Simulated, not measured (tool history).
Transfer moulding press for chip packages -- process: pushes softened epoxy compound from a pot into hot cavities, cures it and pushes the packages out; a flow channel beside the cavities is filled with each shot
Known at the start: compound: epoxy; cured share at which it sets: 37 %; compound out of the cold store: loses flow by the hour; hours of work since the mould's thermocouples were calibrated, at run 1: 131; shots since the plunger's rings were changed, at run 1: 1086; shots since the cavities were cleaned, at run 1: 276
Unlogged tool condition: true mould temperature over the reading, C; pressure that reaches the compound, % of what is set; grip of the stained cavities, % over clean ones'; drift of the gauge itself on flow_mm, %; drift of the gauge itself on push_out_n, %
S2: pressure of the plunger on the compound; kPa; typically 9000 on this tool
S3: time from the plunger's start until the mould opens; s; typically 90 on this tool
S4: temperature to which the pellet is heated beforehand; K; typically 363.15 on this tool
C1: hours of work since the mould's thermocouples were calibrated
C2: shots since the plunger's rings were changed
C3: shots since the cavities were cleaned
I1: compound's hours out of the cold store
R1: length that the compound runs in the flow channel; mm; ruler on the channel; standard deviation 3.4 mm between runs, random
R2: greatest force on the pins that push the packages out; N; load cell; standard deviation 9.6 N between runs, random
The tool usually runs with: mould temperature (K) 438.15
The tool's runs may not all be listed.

run 1 day=0.000 | mould_temperature_(K)=438.15 S2=9000 S3=90 S4=363.15 | C1=131 C2=1086 C3=276 | I1=9.7 | R1=664 R2=584
-- day=0.908 cavities cleaned with cleaning compound and waxed
run 2 day=2.021 | mould_temperature_(K)=438.15 S2=9000 S3=90 S4=363.15 | C1=158 C2=1611 C3=299 | I1=22.3 | R1=645 R2=731
-- day=2.896 cavities cleaned with cleaning compound and waxed
run 3 day=4.571 | mould_temperature_(K)=438.15 S2=9000 S3=90 S4=363.15 | C1=193 C2=2278 C3=449 | I1=22.0 | R1=629 R2=610
-- day=4.788 cavities cleaned with cleaning compound and waxed
-- day=6.879 cavities cleaned with cleaning compound and waxed
run 4 day=7.200 | mould_temperature_(K)=440.15 S2=9000 S3=90 S4=363.15 | C1=228 C2=2949 C3=85 | I1=43.4 | R1=583 R2=405
-- day=8.771 cavities cleaned with cleaning compound and waxed
run 5 day=9.517 | mould_temperature_(K)=440.15 S2=9000 S3=90 S4=363.15 | C1=259 C2=3554 C3=199 | I1=27.4 | R1=605 R2=454
-- day=10.629 cavities cleaned with cleaning compound and waxed
-- day=12.425 cavities cleaned with cleaning compound and waxed
run 6 day=12.996 | mould_temperature_(K)=440.15 S2=9000 S3=90 S4=363.15 | C1=306 C2=4454 C3=153 | I1=13.2 | R1=620 R2=450
-- day=14.442 cavities cleaned with cleaning compound and waxed
-- day=15.050 cavities cleaned with cleaning compound and waxed, once more
run 7 day=15.283 | mould_temperature_(K)=440.15 S2=9000 S3=90 S4=363.15 | C1=336 C2=5034 C3=63 | I1=16.1 | R1=611 R2=413
-- day=16.096 plunger's sealing rings changed
-- day=17.038 cavities cleaned with cleaning compound and waxed
run 8 day=18.567 | mould_temperature_(K)=440.15 S2=9000 S3=90 S4=363.15 | C1=379 C2=646 C3=410 | I1=38.9 | R1=620 R2=508
-- day=18.933 cavities cleaned with cleaning compound and waxed
-- day=20.817 cavities cleaned with cleaning compound and waxed
run 9 day=21.900 | mould_temperature_(K)=438.15 S2=9000 S3=90 S4=370.15 | C1=424 C2=1506 C3=290 | I1=15.5 | R1=654 R2=531
-- day=22.646 cavities cleaned with cleaning compound and waxed
run 10 day=24.008 | mould_temperature_(K)=438.15 S2=9000 S3=90 S4=370.15 | C1=452 C2=2056 C3=366 | I1=20.8 | R1=640 R2=535
-- day=24.608 cavities cleaned with cleaning compound and waxed
-- day=26.558 cavities cleaned with cleaning compound and waxed
run 11 day=27.212 | mould_temperature_(K)=438.15 S2=9000 S3=90 S4=363.15 | C1=495 C2=2882 C3=175 | I1=36.4 | R1=598 R2=479
-- day=28.517 cavities cleaned with cleaning compound and waxed
-- day=30.388 cavities cleaned with cleaning compound and waxed
run 12 day=30.429 | mould_temperature_(K)=438.15 S2=9000 S3=90 S4=363.15 | C1=538 C2=3711 C3=11 | I1=39.0 | R1=583 R2=411
run 13 day=31.917 | mould_temperature_(K)=438.15 S2=9000 S3=90 S4=363.15 | C1=559 C2=4110 C3=410 | I1=8.6 | R1=643 R2=607
-- day=32.279 cavities cleaned with cleaning compound and waxed
-- day=34.088 cavities cleaned with cleaning compound and waxed
run 14 day=34.362 | mould_temperature_(K)=438.15 S2=9000 S3=90 S4=363.15 | C1=591 C2=4732 C3=73 | I1=36.1 | R1=582 R2=447
-- day=36.017 cavities cleaned with cleaning compound and waxed
-- day=36.288 plunger's sealing rings changed
run 15 day=36.317 | mould_temperature_(K)=438.15 S2=9000 S3=90 S4=363.15 | C1=616 C2=7 C3=52 | I1=39.8 | R1=626 R2=418
-- day=37.958 cavities cleaned with cleaning compound and waxed
run 16 day=39.525 | mould_temperature_(K)=438.15 S2=9000 S3=90 S4=363.15 | C1=660 C2=851 C3=420 | I1=42.9 | R1=606 R2=535
-- day=39.779 cavities cleaned with cleaning compound and waxed
-- day=41.612 cavities cleaned with cleaning compound and waxed
run 17 day=42.875 | mould_temperature_(K)=438.15 S2=9000 S3=90 S4=363.15 | C1=705 C2=1716 C3=338 | I1=16.4 | R1=650 R2=529
-- day=43.542 cavities cleaned with cleaning compound and waxed
-- day=44.833 mould's thermocouples calibrated
-- day=45.521 cavities cleaned with cleaning compound and waxed
run 18 day=46.429 | mould_temperature_(K)=438.15 S2=8050 S3=107 S4=363.15 | C1=21 C2=2613 C3=243 | I1=18.3 | R1=609 R2=433
-- day=47.358 cavities cleaned with cleaning compound and waxed
-- day=49.171 cavities cleaned with cleaning compound and waxed
run 19 day=49.679 | mould_temperature_(K)=439.15 S2=8420 S3=76 S4=360.15 | C1=65 C2=3452 C3=136 | I1=21.7 | R1=604 R2=717
-- day=51.162 cavities cleaned with cleaning compound and waxed
run 20 day=52.788 | mould_temperature_(K)=439.15 S2=8420 S3=76 S4=360.15 | C1=107 C2=4269 C3=436 | I1=30.2 | R1=582 R2=826
-- day=53.146 cavities cleaned with cleaning compound and waxed
-- day=55.121 cavities cleaned with cleaning compound and waxed
run 21 day=55.329 | mould_temperature_(K)=438.15 S2=7040 S3=102 S4=370.15 | C1=141 C2=4917 C3=56 | I1=16.3 | R1=550 R2=362
-- day=56.642 plunger's sealing rings changed
-- day=57.225 cavities cleaned with cleaning compound and waxed
run 22 day=58.300 | mould_temperature_(K)=440.15 S2=9000 S3=90 S4=363.15 | C1=180 C2=428 C3=288 | I1=8.1 | R1=675 R2=526
-- day=59.100 cavities cleaned with cleaning compound and waxed
run 23 day=59.942 | mould_temperature_(K)=433.15 S2=9000 S3=90 S4=363.15 | C1=202 C2=852 C3=226 | I1=23.9 | R1=664 R2=796
-- day=60.975 cavities cleaned with cleaning compound and waxed
run 24 day=61.738 | mould_temperature_(K)=431.15 S2=7180 S3=90 S4=356.15 | C1=226 C2=1317 C3=205 | I1=25.3 | R1=589 R2=971
-- day=62.962 cavities cleaned with cleaning compound and waxed
run 25 day=63.604 | mould_temperature_(K)=431.15 S2=9000 S3=118 S4=368.15 | C1=251 C2=1801 C3=173 | I1=9.3 | R1=682 R2=485

3 options for the next run, each taken on its own from the tool as it stands now. Forecast them:
-- day=64.850 cavities cleaned with cleaning compound and waxed
run A day=66.529 | mould_temperature_(K)=437.15 S2=7310 S3=90 S4=363.15 | C1=291 C2=2568 C3=450 | I1=41.1 | R1=? R2=?
-- day=64.850 cavities cleaned with cleaning compound and waxed
run B day=66.529 | mould_temperature_(K)=438.15 S2=9620 S3=89 S4=363.15 | C1=291 C2=2568 C3=450 | I1=10.5 | R1=? R2=?
-- day=64.850 cavities cleaned with cleaning compound and waxed
run C day=66.529 | mould_temperature_(K)=434.15 S2=9000 S3=90 S4=363.15 | C1=291 C2=2568 C3=450 | I1=20.6 | R1=? R2=?

run=A R1=548 R2=610
run=B R1=673 R2=615
run=C R1=647 R2=809
With the hidden condition removed and each run's random variation left untouched, the same runs would have given:
run=A R1=572 R2=448
run=B R1=703 R2=451
run=C R1=676 R2=597
